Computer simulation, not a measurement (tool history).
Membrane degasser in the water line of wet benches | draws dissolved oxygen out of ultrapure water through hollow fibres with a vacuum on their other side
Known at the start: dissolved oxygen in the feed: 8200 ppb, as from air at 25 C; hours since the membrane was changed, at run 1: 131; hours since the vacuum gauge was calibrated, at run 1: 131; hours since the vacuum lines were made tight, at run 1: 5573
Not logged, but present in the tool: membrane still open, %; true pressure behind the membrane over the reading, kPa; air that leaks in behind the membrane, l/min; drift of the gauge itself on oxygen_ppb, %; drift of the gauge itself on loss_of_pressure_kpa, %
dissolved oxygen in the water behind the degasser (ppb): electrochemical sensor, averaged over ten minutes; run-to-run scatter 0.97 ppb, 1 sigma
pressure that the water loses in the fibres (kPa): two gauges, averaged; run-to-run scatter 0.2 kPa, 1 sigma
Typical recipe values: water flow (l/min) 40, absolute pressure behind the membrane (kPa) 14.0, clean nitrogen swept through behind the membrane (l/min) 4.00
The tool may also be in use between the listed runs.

| run | hour | water flow (l/min) | absolute pressure behind the membrane (kPa) | clean nitrogen swept through behind the membrane (l/min) | hours since the membrane was changed | hours since the vacuum gauge was calibrated | hours since the vacuum lines were made tight | dissolved oxygen in the water behind the degasser (ppb) | pressure that the water loses in the fibres (kPa) |
|---|---|---|---|---|---|---|---|---|---|
| 1 | 0.0 | 40 | 14.0 | 4.00 | 131 | 131 | 5573 | 251.6 | 44.67 |
| 2 | 77.9 | 40 | 14.0 | 4.00 | 209 | 209 | 5651 | 251.1 | 44.98 |
| 3 | 150.7 | 40 | 14.0 | 4.00 | 281 | 281 | 5724 | 251.3 | 44.72 |
| 4 | 249.9 | 40 | 14.0 | 4.00 | 381 | 381 | 5823 | 252.3 | 44.62 |
| 5 | 323.7 | 40 | 14.0 | 4.00 | 454 | 454 | 5897 | 251.4 | 44.98 |
| 6 | 364.0 | 40 | 14.0 | 4.00 | 495 | 495 | 5937 | 252.1 | 44.58 |
| 7 | 444.5 | 40 | 12.6 | 4.00 | 575 | 575 | 6017 | 219.8 | 44.79 |
| 8 | 504.9 | 40 | 12.6 | 4.00 | 636 | 636 | 6078 | 219.0 | 44.85 |
| 9 | 600.5 | 40 | 12.6 | 4.00 | 731 | 731 | 6173 | 220.6 | 44.70 |
| 10 | 652.3 | 40 | 16.0 | 3.16 | 783 | 783 | 6225 | 364.0 | 44.61 |
| 11 | 731.0 | 57 | 16.0 | 5.36 | 862 | 862 | 6304 | 318.3 | 63.56 |
| 12 | 797.7 | 57 | 16.0 | 5.36 | 928 | 928 | 6371 | 313.7 | 63.82 |
| 13 | 887.9 | 41 | 19.4 | 4.00 | 1019 | 1019 | 6461 | 380.0 | 45.79 |
| 14 | 985.5 | 40 | 14.0 | 3.51 | 1116 | 1116 | 6558 | 285.2 | 45.16 |
| 15 | 1056.6 | 40 | 9.1 | 7.67 | 1187 | 1187 | 6630 | 78.2 | 45.07 |
| 16 | 1148.1 | 25 | 18.7 | 2.08 | 1279 | 1279 | 6721 | 417.9 | 27.81 |
| 17 | 1210.6 | 32 | 25.4 | 1.72 | 1341 | 1341 | 6784 | 845.9 | 36.04 |

Each row is a separate what-if for the run after 17, all from the same tool condition, not one after another. Results?
| A | 1269.5 | 52 | 25.4 | 1.70 | 1400 | 1400 | 6843 | ? | ? |
| B | 1269.5 | 40 | 14.0 | 3.78 | 1400 | 1400 | 6843 | ? | ? |
| C | 1269.5 | 40 | 14.7 | 4.00 | 1400 | 1400 | 6843 | ? | ? |
| D | 1269.5 | 40 | 14.0 | 2.51 | 1400 | 1400 | 6843 | ? | ? |

| run | dissolved oxygen in the water behind the degasser (ppb) | pressure that the water loses in the fibres (kPa) |
|---|---|---|
| A | 1262.2 | 58.96 |
| B | 266.3 | 44.79 |
| C | 270.2 | 45.41 |
| D | 382.8 | 45.17 |
Without the tool's unlogged condition, the same runs would have read:
| run | dissolved oxygen in the water behind the degasser (ppb) | pressure that the water loses in the fibres (kPa) |
|---|---|---|
| A | 1256.3 | 58.54 |
| B | 263.3 | 44.47 |
| C | 267.3 | 45.08 |
| D | 378.7 | 44.84 |

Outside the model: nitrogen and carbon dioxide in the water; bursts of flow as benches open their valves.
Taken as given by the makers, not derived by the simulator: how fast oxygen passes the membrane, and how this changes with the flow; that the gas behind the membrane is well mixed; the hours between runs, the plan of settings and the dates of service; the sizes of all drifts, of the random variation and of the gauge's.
